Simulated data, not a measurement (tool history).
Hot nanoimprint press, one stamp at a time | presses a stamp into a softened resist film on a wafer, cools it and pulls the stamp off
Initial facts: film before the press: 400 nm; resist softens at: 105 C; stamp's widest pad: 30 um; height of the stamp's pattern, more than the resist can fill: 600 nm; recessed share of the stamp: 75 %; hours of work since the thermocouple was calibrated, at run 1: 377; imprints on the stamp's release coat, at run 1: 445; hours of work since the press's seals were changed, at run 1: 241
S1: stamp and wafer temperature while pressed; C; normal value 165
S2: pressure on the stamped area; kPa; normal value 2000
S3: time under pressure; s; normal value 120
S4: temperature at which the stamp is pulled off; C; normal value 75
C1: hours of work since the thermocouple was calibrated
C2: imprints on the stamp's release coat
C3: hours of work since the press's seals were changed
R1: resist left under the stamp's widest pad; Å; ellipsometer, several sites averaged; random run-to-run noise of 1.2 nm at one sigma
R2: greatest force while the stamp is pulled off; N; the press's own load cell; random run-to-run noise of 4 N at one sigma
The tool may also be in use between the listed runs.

run 1 hour=0 | S1=165 S2=2000 S3=120 S4=75 | C1=377 C2=445 C3=241 | R1=1895 R2=200
run 2 hour=8.2 | S1=165 S2=2000 S3=120 S4=75 | C1=381 C2=476 C3=245 | R1=1878 R2=201
run 3 hour=20.8 | S1=165 S2=2000 S3=120 S4=75 | C1=388 C2=525 C3=252 | R1=1850 R2=199
run 4 hour=31.7 | S1=158 S2=2000 S3=120 S4=75 | C1=393 C2=567 C3=257 | R1=2576 R2=192
run 5 hour=43.6 | S1=158 S2=2000 S3=120 S4=75 | C1=399 C2=613 C3=263 | R1=2594 R2=196
run 6 hour=51.8 | S1=165 S2=2000 S3=100 S4=75 | C1=403 C2=645 C3=268 | R1=2006 R2=200
run 7 hour=62.2 | S1=165 S2=2000 S3=76 S4=75 | C1=409 C2=685 C3=273 | R1=2197 R2=199
run 8 hour=69.3 | S1=165 S2=2000 S3=76 S4=75 | C1=412 C2=712 C3=277 | R1=2191 R2=203
run 9 hour=79.6 | S1=165 S2=2000 S3=76 S4=75 | C1=418 C2=752 C3=282 | R1=2200 R2=192
run 10 hour=91.3 | S1=165 S2=2000 S3=76 S4=75 | C1=424 C2=797 C3=288 | R1=2229 R2=206
run 11 hour=105.5 | S1=165 S2=2000 S3=76 S4=75 | C1=431 C2=851 C3=295 | R1=2198 R2=205
run 12 hour=117.8 | S1=161 S2=1900 S3=152 S4=63 | C1=437 C2=899 C3=301 | R1=2129 R2=216
run 13 hour=126.9 | S1=161 S2=1900 S3=152 S4=63 | C1=442 C2=934 C3=306 | R1=2134 R2=203
run 14 hour=137.3 | S1=161 S2=1900 S3=152 S4=63 | C1=447 C2=974 C3=311 | R1=2135 R2=214
run 15 hour=150.3 | S1=158 S2=1900 S3=152 S4=63 | C1=454 C2=1024 C3=318 | R1=2467 R2=211
run 16 hour=157.1 | S1=165 S2=3100 S3=172 S4=75 | C1=457 C2=1050 C3=321 | R1=1318 R2=200
run 17 hour=170.4 | S1=167 S2=3100 S3=172 S4=76 | C1=464 C2=1101 C3=328 | R1=1187 R2=202
run 18 hour=176.7 | S1=167 S2=3100 S3=172 S4=76 | C1=467 C2=1125 C3=331 | R1=1208 R2=205
run 19 hour=190.6 | S1=167 S2=3100 S3=172 S4=70 | C1=474 C2=1179 C3=338 | R1=1180 R2=215

3 ways to go on from here, each from the tool as it stands after run 19. What would each give?
run A hour=197.7 | S1=167 S2=2270 S3=201 S4=70 | C1=478 C2=1206 C3=342 | R1=? R2=?
run B hour=197.7 | S1=167 S2=3100 S3=66 S4=70 | C1=478 C2=1206 C3=342 | R1=? R2=?
run C hour=197.7 | S1=162 S2=2460 S3=74 S4=75 | C1=478 C2=1206 C3=342 | R1=? R2=?

run=A R1=1298 R2=205
run=B R1=1758 R2=212
run=C R1=2324 R2=196
With the hidden condition removed and each run's random variation left untouched, the same runs would have given:
run=A R1=1293 R2=202
run=B R1=1751 R2=209
run=C R1=2316 R2=194
